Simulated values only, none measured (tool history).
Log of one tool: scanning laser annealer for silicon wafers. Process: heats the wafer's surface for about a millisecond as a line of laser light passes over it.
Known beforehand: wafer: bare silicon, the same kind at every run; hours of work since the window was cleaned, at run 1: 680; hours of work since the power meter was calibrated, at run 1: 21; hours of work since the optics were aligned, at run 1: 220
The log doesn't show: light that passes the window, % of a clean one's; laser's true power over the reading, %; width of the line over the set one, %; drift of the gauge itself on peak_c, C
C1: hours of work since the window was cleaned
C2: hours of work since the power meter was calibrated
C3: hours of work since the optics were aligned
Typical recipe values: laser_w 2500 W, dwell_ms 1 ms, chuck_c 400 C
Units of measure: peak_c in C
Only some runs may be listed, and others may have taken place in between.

run 1 hour=0 | laser_w=2500 dwell_ms=1 chuck_c=400 | C1=680 C2=21 C3=220 | peak_c=1141
run 2 hour=40 | laser_w=2500 dwell_ms=1 chuck_c=421 | C1=711 C2=52 C3=251 | peak_c=1162
run 3 hour=64.7 | laser_w=2500 dwell_ms=1 chuck_c=421 | C1=730 C2=71 C3=270 | peak_c=1160
run 4 hour=81.7 | laser_w=2500 dwell_ms=1 chuck_c=421 | C1=743 C2=85 C3=283 | peak_c=1159
run 5 hour=102.8 | laser_w=2500 dwell_ms=1 chuck_c=421 | C1=760 C2=101 C3=300 | peak_c=1154
run 6 hour=139.5 | laser_w=2500 dwell_ms=1 chuck_c=421 | C1=788 C2=129 C3=328 | peak_c=1159
run 7 hour=158.7 | laser_w=2500 dwell_ms=1 chuck_c=421 | C1=803 C2=144 C3=343 | peak_c=1156
run 8 hour=180.4 | laser_w=2500 dwell_ms=1 chuck_c=400 | C1=820 C2=161 C3=360 | peak_c=1131
run 9 hour=206.6 | laser_w=2500 dwell_ms=1 chuck_c=400 | C1=840 C2=181 C3=380 | peak_c=1128
run 10 hour=233.5 | laser_w=2500 dwell_ms=1 chuck_c=400 | C1=861 C2=202 C3=401 | peak_c=1129
run 11 hour=268.2 | laser_w=2500 dwell_ms=1 chuck_c=400 | C1=888 C2=229 C3=428 | peak_c=1129
run 12 hour=305.9 | laser_w=2500 dwell_ms=1 chuck_c=428 | C1=917 C2=258 C3=457 | peak_c=1151
run 13 hour=337.7 | laser_w=2500 dwell_ms=0.72 chuck_c=400 | C1=941 C2=283 C3=481 | peak_c=1026
-- hour=375.5 window over the wafer cleaned
run 14 hour=375.5 | laser_w=2500 dwell_ms=0.73 chuck_c=400 | C1=0 C2=310 C3=509 | peak_c=1073
run 15 hour=397.7 | laser_w=2500 dwell_ms=1 chuck_c=400 | C1=17 C2=327 C3=526 | peak_c=1176
run 16 hour=431.3 | laser_w=2500 dwell_ms=1 chuck_c=400 | C1=43 C2=353 C3=552 | peak_c=1176
run 17 hour=464.6 | laser_w=2500 dwell_ms=1 chuck_c=400 | C1=69 C2=379 C3=578 | peak_c=1173
run 18 hour=483.5 | laser_w=2500 dwell_ms=1 chuck_c=400 | C1=84 C2=394 C3=593 | peak_c=1171
run 19 hour=500.8 | laser_w=2500 dwell_ms=1 chuck_c=425 | C1=97 C2=407 C3=606 | peak_c=1197
run 20 hour=528.8 | laser_w=2500 dwell_ms=1 chuck_c=413 | C1=119 C2=429 C3=628 | peak_c=1184
run 21 hour=563.3 | laser_w=2500 dwell_ms=1 chuck_c=413 | C1=145 C2=456 C3=654 | peak_c=1184
run 22 hour=581.2 | laser_w=2500 dwell_ms=1 chuck_c=413 | C1=159 C2=469 C3=668 | peak_c=1182
run 23 hour=617.9 | laser_w=2304 dwell_ms=1 chuck_c=400 | C1=188 C2=498 C3=696 | peak_c=1093
run 24 hour=638 | laser_w=2304 dwell_ms=1 chuck_c=400 | C1=203 C2=513 C3=712 | peak_c=1093
run 25 hour=677.5 | laser_w=2202 dwell_ms=0.96 chuck_c=382 | C1=234 C2=544 C3=743 | peak_c=1022
run 26 hour=706.7 | laser_w=2258 dwell_ms=0.96 chuck_c=382 | C1=256 C2=566 C3=765 | peak_c=1043
run 27 hour=738.3 | laser_w=2258 dwell_ms=0.96 chuck_c=382 | C1=281 C2=591 C3=790 | peak_c=1041
run 28 hour=759.1 | laser_w=2500 dwell_ms=0.96 chuck_c=440 | C1=297 C2=607 C3=806 | peak_c=1187
run 29 hour=780.2 | laser_w=2588 dwell_ms=0.93 chuck_c=416 | C1=313 C2=623 C3=822 | peak_c=1185
run 30 hour=818.3 | laser_w=2418 dwell_ms=0.83 chuck_c=392 | C1=343 C2=653 C3=851 | peak_c=1062
-- hour=836.1 optics aligned, line set to its width
run 31 hour=853.6 | laser_w=2418 dwell_ms=0.83 chuck_c=392 | C1=366 C2=676 C3=14 | peak_c=1063
run 32 hour=891.8 | laser_w=2722 dwell_ms=1.09 chuck_c=431 | C1=396 C2=706 C3=43 | peak_c=1309
run 33 hour=916.7 | laser_w=2722 dwell_ms=1.09 chuck_c=431 | C1=415 C2=725 C3=62 | peak_c=1309
run 34 hour=954.7 | laser_w=2132 dwell_ms=0.87 chuck_c=431 | C1=444 C2=754 C3=92 | peak_c=1017
run 35 hour=986.5 | laser_w=2404 dwell_ms=0.87 chuck_c=431 | C1=469 C2=779 C3=116 | peak_c=1107
run 36 hour=1024.6 | laser_w=2336 dwell_ms=1 chuck_c=370 | C1=498 C2=808 C3=146 | peak_c=1067
run 37 hour=1054.9 | laser_w=2500 dwell_ms=1.17 chuck_c=400 | C1=522 C2=832 C3=169 | peak_c=1213
run 38 hour=1087.3 | laser_w=2500 dwell_ms=1.17 chuck_c=400 | C1=547 C2=857 C3=194 | peak_c=1209
run 39 hour=1122.2 | laser_w=2483 dwell_ms=1.23 chuck_c=400 | C1=574 C2=884 C3=221 | peak_c=1218
run 40 hour=1143.1 | laser_w=2480 dwell_ms=1.12 chuck_c=400 | C1=590 C2=900 C3=237 | peak_c=1180
run 41 hour=1172 | laser_w=2149 dwell_ms=1.05 chuck_c=408 | C1=612 C2=923 C3=260 | peak_c=1045
run 42 hour=1198 | laser_w=2191 dwell_ms=0.83 chuck_c=396 | C1=632 C2=943 C3=280 | peak_c=979

How would selected steps in peak_c from run to run divide? Give the signed amount a tool lacking its hidden state would still show from settings, what came in and random variation, and the signed amount left for the hidden state, including any gauge scatter that is not in both of the compared results.
Run 13 -> 14: dwell_ms 0.72 -> 0.73, window over the wafer cleaned. peak_c +47 C: hidden state +45, all else +2.
Run 27 -> 28: laser_w 2258 -> 2500, chuck_c 382 -> 440. peak_c +146 C: hidden state -4, all else +150.
Run 31 -> 32: laser_w 2418 -> 2722, dwell_ms 0.83 -> 1.09, chuck_c 392 -> 431. peak_c +246 C: hidden state -8, all else +254.
Run 33 -> 34: laser_w 2722 -> 2132, dwell_ms 1.09 -> 0.87. peak_c -292 C: hidden state +9, all else -301.
